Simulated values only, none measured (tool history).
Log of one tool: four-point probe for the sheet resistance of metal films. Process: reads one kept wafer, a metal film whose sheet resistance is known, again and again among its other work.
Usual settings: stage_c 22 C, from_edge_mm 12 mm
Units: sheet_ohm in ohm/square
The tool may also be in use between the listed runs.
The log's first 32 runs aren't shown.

run     day  stage_c  from_edge_mm  touches since the probe head was changed  hours of work since the stage's thermometer was calibrated  sheet_ohm
 33  14.692       33            43                                      9602                                                          22   0.310634
 34  15.129       28            12                                      9836                                                          27   0.310166
 35  15.529       22            66                                     10049                                                          32   0.308881
 36  16.129       22            28                                     10367                                                          39   0.308998
 37  16.479       22            23                                     10554                                                          43   0.309026
 38  16.792       34            20                                     10721                                                          47   0.310788
 39  17.183       29            16                                     10928                                                          51   0.310213
 40  17.538       21            33                                     11117                                                          55   0.308812
 41  17.904       21            33                                     11312                                                          60   0.308794
 42  18.279       26            54                                     11513                                                          64   0.309595
 43  18.754       25            34                                     11764                                                          70   0.309416
 44  19.221       18            13                                     12013                                                          75   0.308597
 45  19.704       27            22                                     12271                                                          81   0.309803

Forecast each of these 4 alternatives for the next run:
  A  20.2       28            13                                     12533                                                          86          ?
  B  20.2       20            12                                     12533                                                          86          ?
  C  20.2       32             6                                     12533                                                          86          ?
  D  20.2       22            17                                     12533                                                          86          ?

run  sheet_ohm
  A   0.310213
  B   0.309036
  C   0.311641
  D   0.308983
Without the tool's hidden state the same runs would have given:
run  sheet_ohm
  A   0.310106
  B   0.308928
  C   0.311533
  D   0.308875
